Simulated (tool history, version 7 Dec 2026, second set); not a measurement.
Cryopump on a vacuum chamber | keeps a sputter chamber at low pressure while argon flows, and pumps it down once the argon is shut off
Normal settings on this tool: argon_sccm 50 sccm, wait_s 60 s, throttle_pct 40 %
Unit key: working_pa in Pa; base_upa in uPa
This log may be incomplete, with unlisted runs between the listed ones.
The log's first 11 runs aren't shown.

run   hour  argon_sccm  wait_s  throttle_pct  working_pa  base_upa
 12    210          25      60            40      0.0516      1.29
 13    228          25      60            40      0.0528      1.38
 14  248.1          25      60            40       0.052      1.35
 15    263          47      60            40      0.0966      1.34
 16  288.1          50      53            40      0.1034      1.54
 17  301.2          50      24            40      0.1022      2.85
 18  330.5          50      59            25      0.1628       1.4
 19  348.6          50      59            25       0.163      1.48
 20  364.2          70      52            19      0.2993      1.59
 21  385.6          52      52            26      0.1635      1.61
 22  398.1          92     160            24      0.3139       0.8
 23  410.9          92     160            24      0.3124      0.83
 24  435.3          92     160            24      0.3153      0.84
 25    459          42      96            29      0.1199      1.06
 26  482.2          42      96            29      0.1207      1.16
 27  498.6          42     139            30      0.1166      0.91
 28    516          62     139            36      0.1466      0.94
 29  544.5          62     139            36      0.1444      0.96
 30  567.9          62     139            36      0.1462      1.01
 31  596.6          78     249            44       0.154      0.81
 32  611.1          22     237            21      0.0875      0.83
 33  626.2          32      60            53      0.0542      1.55
 34  639.7          50     114            40      0.1089      1.13

Each row is a separate what-if for the run after 34, all from the same tool condition, not one after another. Results?
  A  665.5          29      30            47           ?         ?
  B  665.5          50     174            36           ?         ?
  C  665.5          38      60            24           ?         ?
  D  665.5          50     198            40           ?         ?

run  working_pa  base_upa
  A      0.0549      2.59
  B      0.1193      0.95
  C      0.1311      1.63
  D      0.1089       0.9
With no hidden state in the tool, these same runs would have given:
run  working_pa  base_upa
  A      0.0489      2.13
  B       0.109      0.49
  C      0.1234      1.17
  D      0.0986      0.44

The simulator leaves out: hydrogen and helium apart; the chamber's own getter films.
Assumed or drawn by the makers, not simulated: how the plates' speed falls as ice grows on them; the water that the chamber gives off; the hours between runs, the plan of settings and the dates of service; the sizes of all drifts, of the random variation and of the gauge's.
